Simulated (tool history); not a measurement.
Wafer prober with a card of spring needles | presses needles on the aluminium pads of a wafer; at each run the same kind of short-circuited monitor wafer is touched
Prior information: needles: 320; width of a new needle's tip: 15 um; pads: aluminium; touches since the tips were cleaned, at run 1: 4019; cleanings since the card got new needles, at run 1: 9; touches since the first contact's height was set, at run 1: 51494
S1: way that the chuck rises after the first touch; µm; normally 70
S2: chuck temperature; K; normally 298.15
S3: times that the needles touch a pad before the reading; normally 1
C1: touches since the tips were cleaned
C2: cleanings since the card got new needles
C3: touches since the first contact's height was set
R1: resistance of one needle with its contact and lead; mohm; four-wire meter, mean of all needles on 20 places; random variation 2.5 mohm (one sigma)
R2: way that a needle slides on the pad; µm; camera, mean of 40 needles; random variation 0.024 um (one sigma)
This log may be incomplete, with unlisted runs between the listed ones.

run 1 day=0 | S1=70 S2=298.15 S3=1 | C1=4019 C2=9 C3=51494 | R1=362 R2=12.9
-- day=0.096 tips cleaned on abrasive film
-- day=0.588 tips cleaned on abrasive film
-- day=1.171 tips cleaned on abrasive film
run 2 day=1.458 | S1=70 S2=298.15 S3=1 | C1=2895 C2=12 C3=65995 | R1=350 R2=12.88
-- day=1.671 tips cleaned on abrasive film
-- day=2.279 tips cleaned on abrasive film
run 3 day=2.45 | S1=70 S2=298.15 S3=1 | C1=1705 C2=14 C3=75811 | R1=340 R2=12.86
-- day=2.817 tips cleaned on abrasive film
-- day=3.392 tips cleaned on abrasive film
run 4 day=3.662 | S1=70 S2=298.15 S3=1 | C1=2681 C2=16 C3=87879 | R1=355 R2=12.83
-- day=3.883 tips cleaned on abrasive film
-- day=4.388 tips cleaned on abrasive film
run 5 day=4.475 | S1=70 S2=298.15 S3=1 | C1=886 C2=18 C3=95965 | R1=314 R2=12.86
-- day=4.958 tips cleaned on abrasive film
-- day=5.462 tips cleaned on abrasive film
run 6 day=5.592 | S1=70 S2=298.15 S3=1 | C1=1265 C2=20 C3=107030 | R1=321 R2=12.84
-- day=6.012 tips cleaned on abrasive film
-- day=6.558 tips cleaned on abrasive film
run 7 day=6.929 | S1=70 S2=298.15 S3=1 | C1=3738 C2=22 C3=120376 | R1=364 R2=12.81
-- day=7.154 tips cleaned on abrasive film
-- day=7.7 tips cleaned on abrasive film
run 8 day=7.7 | S1=70 S2=298.15 S3=2 | C1=0 C2=24 C3=128004 | R1=292 R2=12.8
-- day=8.204 tips cleaned on abrasive film
run 9 day=8.312 | S1=70 S2=298.15 S3=2 | C1=1056 C2=25 C3=134086 | R1=308 R2=12.76
-- day=8.717 tips cleaned on abrasive film
-- day=9.267 tips cleaned on abrasive film
run 10 day=9.571 | S1=70 S2=298.15 S3=2 | C1=3033 C2=27 C3=146605 | R1=333 R2=12.77
-- day=9.796 tips cleaned on abrasive film
-- day=10.321 tips cleaned on abrasive film
run 11 day=10.325 | S1=70 S2=298.15 S3=2 | C1=69 C2=29 C3=154104 | R1=292 R2=12.78
-- day=10.842 tips cleaned on abrasive film
-- day=11.354 tips cleaned on abrasive film
run 12 day=11.596 | S1=70 S2=298.15 S3=2 | C1=2412 C2=31 C3=166724 | R1=323 R2=12.73
-- day=11.904 tips cleaned on abrasive film
-- day=12.475 tips cleaned on abrasive film
run 13 day=12.938 | S1=70 S2=298.15 S3=1 | C1=4605 C2=33 C3=180087 | R1=386 R2=12.73
-- day=13.062 tips cleaned on abrasive film
-- day=13.575 tips cleaned on abrasive film
run 14 day=13.979 | S1=70 S2=319.15 S3=1 | C1=4053 C2=35 C3=190443 | R1=369 R2=12.7
-- day=14.079 tips cleaned on abrasive film
-- day=14.579 tips cleaned on abrasive film
-- day=15.108 tips cleaned on abrasive film
run 15 day=15.312 | S1=70 S2=319.15 S3=1 | C1=2042 C2=38 C3=203667 | R1=345 R2=12.7
-- day=15.442 height of the first contact set anew
-- day=15.629 tips cleaned on abrasive film
-- day=16.138 tips cleaned on abrasive film
run 16 day=16.208 | S1=59 S2=345.15 S3=3 | C1=712 C2=40 C3=7568 | R1=322 R2=10.5
-- day=16.671 tips cleaned on abrasive film
-- day=17.167 tips cleaned on abrasive film
run 17 day=17.312 | S1=64 S2=314.15 S3=1 | C1=1459 C2=42 C3=18563 | R1=348 R2=11.39
-- day=17.738 tips cleaned on abrasive film
-- day=18.288 tips cleaned on abrasive film
-- day=18.783 tips cleaned on abrasive film
run 18 day=18.783 | S1=60 S2=307.15 S3=2 | C1=0 C2=45 C3=33157 | R1=305 R2=10.63
-- day=19.346 tips cleaned on abrasive film
-- day=19.854 tips cleaned on abrasive film
run 19 day=19.962 | S1=60 S2=307.15 S3=2 | C1=1089 C2=47 C3=44910 | R1=323 R2=10.59
-- day=20.375 tips cleaned on abrasive film
-- day=20.954 tips cleaned on abrasive film
run 20 day=21.346 | S1=63 S2=382.15 S3=2 | C1=3923 C2=49 C3=58682 | R1=379 R2=11.13
-- day=21.471 tips cleaned on abrasive film
-- day=21.671 height of the first contact set anew, once more
-- day=21.988 tips cleaned on abrasive film
run 21 day=21.988 | S1=83 S2=298.15 S3=2 | C1=0 C2=51 C3=3113 | R1=288 R2=15.36
-- day=22.508 tips cleaned on abrasive film
-- day=23.029 tips cleaned on abrasive film
run 22 day=23.333 | S1=83 S2=298.15 S3=2 | C1=3048 C2=53 C3=16517 | R1=314 R2=15.36
-- day=23.546 tips cleaned on abrasive film
-- day=24.1 tips cleaned on abrasive film
-- day=24.612 tips cleaned on abrasive film
run 23 day=24.692 | S1=70 S2=313.15 S3=3 | C1=784 C2=56 C3=30006 | R1=295 R2=12.9
-- day=25.154 tips cleaned on abrasive film
-- day=25.671 tips cleaned on abrasive film
run 24 day=25.967 | S1=59 S2=363.15 S3=2 | C1=2942 C2=58 C3=42678 | R1=367 R2=10.89
-- day=26.171 tips cleaned on abrasive film
-- day=26.704 tips cleaned on abrasive film
run 25 day=27.162 | S1=69 S2=347.15 S3=2 | C1=4591 C2=60 C3=54597 | R1=357 R2=12.71
-- day=27.233 tips cleaned on abrasive film
-- day=27.746 tips cleaned on abrasive film
run 26 day=28.05 | S1=71 S2=360.15 S3=1 | C1=3051 C2=62 C3=63410 | R1=373 R2=13.04
-- day=28.238 tips cleaned on abrasive film
-- day=28.754 tips cleaned on abrasive film
-- day=29.3 tips cleaned on abrasive film
run 27 day=29.442 | S1=71 S2=360.15 S3=1 | C1=1413 C2=65 C3=77208 | R1=346 R2=13.06
-- day=29.792 tips cleaned on abrasive film
-- day=30.362 tips cleaned on abrasive film
run 28 day=30.4 | S1=68 S2=310.15 S3=2 | C1=352 C2=67 C3=86729 | R1=302 R2=12.48
-- day=30.938 tips cleaned on abrasive film
-- day=31.438 tips cleaned on abrasive film
run 29 day=31.575 | S1=68 S2=310.15 S3=2 | C1=1382 C2=69 C3=98409 | R1=320 R2=12.48

3 ways to go on from here, each from the tool as it stands after run 29. What would each give?
-- day=32.033 tips cleaned on abrasive film
-- day=32.579 tips cleaned on abrasive film
run A day=32.958 | S1=72 S2=302.15 S3=1 | C1=3780 C2=71 C3=112196 | R1=? R2=?
-- day=32.033 tips cleaned on abrasive film
-- day=32.579 tips cleaned on abrasive film
run B day=32.958 | S1=62 S2=298.15 S3=1 | C1=3780 C2=71 C3=112196 | R1=? R2=?
-- day=32.033 tips cleaned on abrasive film
-- day=32.579 tips cleaned on abrasive film
run C day=32.958 | S1=60 S2=359.15 S3=2 | C1=3780 C2=71 C3=112196 | R1=? R2=?

run=A R1=367 R2=13.22
run=B R1=393 R2=11.31
run=C R1=375 R2=10.99
With the hidden condition removed and each run's random variation left untouched, the same runs would have given:
run=A R1=286 R2=13.38
run=B R1=286 R2=11.47
run=C R1=311 R2=11.15

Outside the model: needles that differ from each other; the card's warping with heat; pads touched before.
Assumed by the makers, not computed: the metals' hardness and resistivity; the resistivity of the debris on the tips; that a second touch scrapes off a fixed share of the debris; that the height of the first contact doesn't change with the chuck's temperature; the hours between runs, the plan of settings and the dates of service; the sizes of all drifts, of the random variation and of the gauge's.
